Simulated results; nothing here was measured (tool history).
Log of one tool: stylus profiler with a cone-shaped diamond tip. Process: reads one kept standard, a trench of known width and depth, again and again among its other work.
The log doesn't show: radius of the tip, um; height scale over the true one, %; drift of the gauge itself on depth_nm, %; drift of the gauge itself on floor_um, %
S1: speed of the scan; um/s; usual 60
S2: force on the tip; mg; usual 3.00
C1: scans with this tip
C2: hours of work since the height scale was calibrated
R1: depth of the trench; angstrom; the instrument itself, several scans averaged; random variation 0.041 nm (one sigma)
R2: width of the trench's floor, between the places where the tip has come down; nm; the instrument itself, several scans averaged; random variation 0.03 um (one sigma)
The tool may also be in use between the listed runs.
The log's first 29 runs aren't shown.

run     day   S1    S2    C1  C2      R1     R2
 30  13.229  170  2.25  4050  26  2028.7  45830
 31  13.696  170  2.25  4121  32  2028.9  45850
 32  14.171   60  4.06  4193  37  2042.2  46670
 33  14.492  118  4.17  4241  41  2043.2  46370
 34  15.071  118  4.17  4329  47  2042.9  46400
 35  15.392  118  4.17  4378  51  2042.7  46410
 36  16.029   96  3.00  4474  58  2034.8  46410
 37  16.462   22  8.88  4540  62  2071.8  46920
 38  17.071   90  8.08  4632  69  2067.4  46610

4 ways to go on from here, each from the tool as it stands after run 38. What would each give?
  A  17.433  141  1.07  4687  73   ?   ?
  B  17.433   27  2.82  4687  73   ?   ?
  C  17.433   35  2.23  4687  73   ?   ?
  D  17.433   90  1.03  4687  73   ?   ?

run      R1     R2
  A  2018.1  45500
  B  2033.7  46750
  C  2027.9  46700
  D  2016.7  46040
Without the tool's hidden state the same runs would have given:
run      R1     R2
  A  2017.6  45750
  B  2033.2  47000
  C  2027.4  46950
  D  2016.2  46290
